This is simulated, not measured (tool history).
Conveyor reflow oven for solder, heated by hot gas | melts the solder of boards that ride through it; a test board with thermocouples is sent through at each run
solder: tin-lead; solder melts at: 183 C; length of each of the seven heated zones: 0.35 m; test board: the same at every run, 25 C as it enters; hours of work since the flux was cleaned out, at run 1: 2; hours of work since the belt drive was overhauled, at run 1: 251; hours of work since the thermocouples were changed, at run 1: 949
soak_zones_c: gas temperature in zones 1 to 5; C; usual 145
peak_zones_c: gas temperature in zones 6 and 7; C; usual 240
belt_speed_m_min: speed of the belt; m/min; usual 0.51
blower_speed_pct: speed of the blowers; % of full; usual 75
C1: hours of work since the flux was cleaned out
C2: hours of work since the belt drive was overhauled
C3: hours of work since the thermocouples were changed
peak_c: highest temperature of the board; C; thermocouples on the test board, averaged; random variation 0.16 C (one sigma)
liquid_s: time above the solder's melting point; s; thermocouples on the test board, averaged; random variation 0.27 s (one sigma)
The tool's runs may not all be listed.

Run 1, day 0: usual settings; C1 2; C2 251; C3 949. Result: peak_c 225.5 C, liquid_s 70.7 s.
Run 2, day 0.362: usual settings; C1 6; C2 255; C3 953. Result: peak_c 225.7 C, liquid_s 70.9 s.
Run 3, day 0.725: usual settings; C1 10; C2 259; C3 957. Result: peak_c 225.2 C, liquid_s 70.6 s.
Run 4, day 1.171: usual settings but belt_speed_m_min 0.454 m/min; C1 15; C2 263; C3 962. Result: peak_c 229.1 C, liquid_s 82.4 s.
Run 5, day 1.646: usual settings but belt_speed_m_min 0.454 m/min; C1 20; C2 269; C3 967. Result: peak_c 229 C, liquid_s 82.4 s.
Run 6, day 2.004: usual settings but belt_speed_m_min 0.454 m/min; C1 24; C2 273; C3 971. Result: peak_c 228.9 C, liquid_s 82.4 s.
Run 7, day 2.375: usual settings but belt_speed_m_min 0.454 m/min; C1 28; C2 277; C3 975. Result: peak_c 228.7 C, liquid_s 82.4 s.
Run 8, day 2.979: usual settings but belt_speed_m_min 0.454 m/min; C1 35; C2 283; C3 982. Result: peak_c 229.3 C, liquid_s 82.2 s.
Run 9, day 3.488: usual settings but soak_zones_c 151 C; C1 41; C2 289; C3 988. Result: peak_c 226.6 C, liquid_s 74 s.
At day 3.917: thermocouples of zones 6 and 7 changed.
Run 10, day 4.221: usual settings but soak_zones_c 151 C; C1 48; C2 296; C3 3. Result: peak_c 224.1 C, liquid_s 72.5 s.
Run 11, day 4.558: usual settings but soak_zones_c 151 C, belt_speed_m_min 0.503 m/min; C1 51; C2 300; C3 7. Result: peak_c 224.3 C, liquid_s 74.3 s.
Run 12, day 5.308: usual settings; C1 60; C2 308; C3 15. Result: peak_c 222.8 C, liquid_s 69.2 s.
Run 13, day 5.958: usual settings; C1 67; C2 315; C3 22. Result: peak_c 222.9 C, liquid_s 68.8 s.
Run 14, day 6.579: usual settings; C1 73; C2 322; C3 29. Result: peak_c 223.1 C, liquid_s 69.3 s.
Run 15, day 7.367: usual settings; C1 82; C2 330; C3 38. Result: peak_c 223.1 C, liquid_s 69.1 s.
Run 16, day 7.879: usual settings; C1 88; C2 336; C3 43. Result: peak_c 223 C, liquid_s 69.7 s.
Run 17, day 8.575: usual settings but soak_zones_c 151 C, peak_zones_c 234 C, belt_speed_m_min 0.427 m/min, blower_speed_pct 62 % of full; C1 95; C2 344; C3 51. Result: peak_c 221.4 C, liquid_s 84.7 s.
Run 18, day 9.321: usual settings but soak_zones_c 151 C, peak_zones_c 244 C, belt_speed_m_min 0.427 m/min, blower_speed_pct 73 % of full; C1 104; C2 352; C3 59. Result: peak_c 232.2 C, liquid_s 92.5 s.
Run 19, day 10.058: usual settings but soak_zones_c 141 C, peak_zones_c 241 C, blower_speed_pct 59 % of full; C1 112; C2 360; C3 67. Result: peak_c 219.2 C, liquid_s 64.1 s.
At day 10.308: flux residue cleaned out of gas plates and filters.
Run 20, day 11.096: usual settings but soak_zones_c 149 C, peak_zones_c 230 C, belt_speed_m_min 0.416 m/min, blower_speed_pct 59 % of full; C1 9; C2 369; C3 76. Result: peak_c 217.3 C, liquid_s 83 s.
Run 21, day 11.771: usual settings but soak_zones_c 149 C, peak_zones_c 230 C, belt_speed_m_min 0.416 m/min, blower_speed_pct 59 % of full; C1 16; C2 376; C3 84. Result: peak_c 217.3 C, liquid_s 82.8 s.
Run 22, day 12.512: usual settings but soak_zones_c 142 C, peak_zones_c 229 C, belt_speed_m_min 0.413 m/min, blower_speed_pct 59 % of full; C1 24; C2 384; C3 92. Result: peak_c 215.4 C, liquid_s 77.7 s.
Run 23, day 13.238: usual settings but soak_zones_c 142 C, peak_zones_c 229 C, belt_speed_m_min 0.413 m/min, blower_speed_pct 59 % of full; C1 32; C2 392; C3 100. Result: peak_c 215.4 C, liquid_s 77.9 s.
Run 24, day 14.025: usual settings but soak_zones_c 150 C, belt_speed_m_min 0.421 m/min, blower_speed_pct 50 % of full; C1 41; C2 401; C3 108. Result: peak_c 223.9 C, liquid_s 87.4 s.
At day 14.392: flux residue cleaned out of gas plates and filters, once more.
Run 25, day 14.9: usual settings but soak_zones_c 150 C, belt_speed_m_min 0.421 m/min, blower_speed_pct 50 % of full; C1 6; C2 408; C3 116. Result: peak_c 224.4 C, liquid_s 88.1 s.
Run 26, day 15.462: usual settings but soak_zones_c 150 C, belt_speed_m_min 0.421 m/min, blower_speed_pct 50 % of full; C1 12; C2 414; C3 122. Result: peak_c 224.8 C, liquid_s 88.3 s.
Run 27, day 15.975: usual settings but soak_zones_c 156 C, peak_zones_c 231 C, belt_speed_m_min 0.446 m/min, blower_speed_pct 87 % of full; C1 17; C2 420; C3 127. Result: peak_c 222.5 C, liquid_s 86.2 s.
Run 28, day 16.646: usual settings but soak_zones_c 156 C, peak_zones_c 231 C, belt_speed_m_min 0.446 m/min, blower_speed_pct 87 % of full; C1 25; C2 427; C3 135. Result: peak_c 222.3 C, liquid_s 86.1 s.
Run 29, day 16.983: usual settings but peak_zones_c 255 C, belt_speed_m_min 0.522 m/min, blower_speed_pct 89 % of full; C1 28; C2 431; C3 138. Result: peak_c 239 C, liquid_s 77 s.
Run 30, day 17.446: usual settings but belt_speed_m_min 0.443 m/min, blower_speed_pct 60 % of full; C1 33; C2 436; C3 143. Result: peak_c 224.9 C, liquid_s 82.2 s.

How the hidden state differs across the entries between the runs, from the last listed run before each to the first after it:
Between runs 9 and 10: thermocouples of zones 6 and 7 changed (day 3.917)
  heat that the gas passes to the board, % of a clean oven's: 98.3 -> 98.2; belt's true speed, % of the reading: 99.35 -> 99.33; true gas temperature in zones 6 and 7 over the reading, C: 2.53 -> -0.23
  measured less the result without the state, peak_c: +2 -> -0.4 C; liquid_s: +1.8 -> +0.2 s
Between runs 19 and 20: flux residue cleaned out of gas plates and filters (day 10.308)
  heat that the gas passes to the board, % of a clean oven's: 97.3 -> 96; belt's true speed, % of the reading: 99.16 -> 99.14; true gas temperature in zones 6 and 7 over the reading, C: -0.05 -> -0.02
  measured less the result without the state, peak_c: -0.3 -> -0.4 C; liquid_s: +0.2 -> +0.2 s
Between runs 24 and 25: flux residue cleaned out of gas plates and filters, once more (day 14.392)
  heat that the gas passes to the board, % of a clean oven's: 95.5 -> 99; belt's true speed, % of the reading: 99.06 -> 99.04; true gas temperature in zones 6 and 7 over the reading, C: 0.07 -> 0.09
  measured less the result without the state, peak_c: -0.4 -> +0.2 C; liquid_s: +0.4 -> +1.1 s
